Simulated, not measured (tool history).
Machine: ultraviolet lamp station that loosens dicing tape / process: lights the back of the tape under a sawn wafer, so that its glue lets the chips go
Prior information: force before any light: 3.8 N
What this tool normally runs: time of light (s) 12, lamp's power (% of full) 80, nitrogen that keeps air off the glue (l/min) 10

run	day	time of light (s)	lamp's power (% of full)	nitrogen that keeps air off the glue (l/min)	force that peels the tape off (N)	light that reached the tape (J/m2)
1	0.000	12	80	10	0.477	4950
2	0.608	12	80	10	0.463	4890
# day 1.421: window cleaned of glue's vapour
3	1.588	12	80	3	0.791	5410
4	2.246	21	80	3	0.267	9460
5	2.829	21	80	3	0.292	9300
6	3.667	21	80	3	0.282	9220
7	4.721	21	80	3	0.279	9220
8	5.500	21	80	3	0.294	9150
9	6.150	21	80	3	0.289	9230
10	6.950	12	80	10	0.397	5170
11	7.667	12	72	10	0.511	4760
12	8.362	12	72	10	0.494	4620
13	9.112	12	72	10	0.511	4690
14	9.912	10	80	17	0.452	4270
15	10.504	10	80	13	0.530	4250
16	11.092	7	92	4	1.257	3440
17	11.946	8	96	6	0.849	4060
18	12.983	13	98	5	0.393	6620
19	13.667	7	91	5	1.144	3330
20	14.204	7	91	5	1.207	3350
21	15.133	6	62	11	1.582	1950
22	16.312	6	62	11	1.608	1920

Alternative continuations, all from the tool just after run 22; predict every row:
A	17.088	6	62	11	?	?
B	17.088	20	62	11	?	?
C	17.088	8	95	3	?	?
D	17.088	15	80	4	?	?

run	force that peels the tape off (N)	light that reached the tape (J/m2)
A	1.613	1930
B	0.252	6360
C	1.247	3920
D	0.526	6170
Stripped of hidden state, with their random variation kept, the same runs would have yielded:
run	force that peels the tape off (N)	light that reached the tape (J/m2)
A	1.344	2330
B	0.161	7710
C	0.988	4750
D	0.361	7480
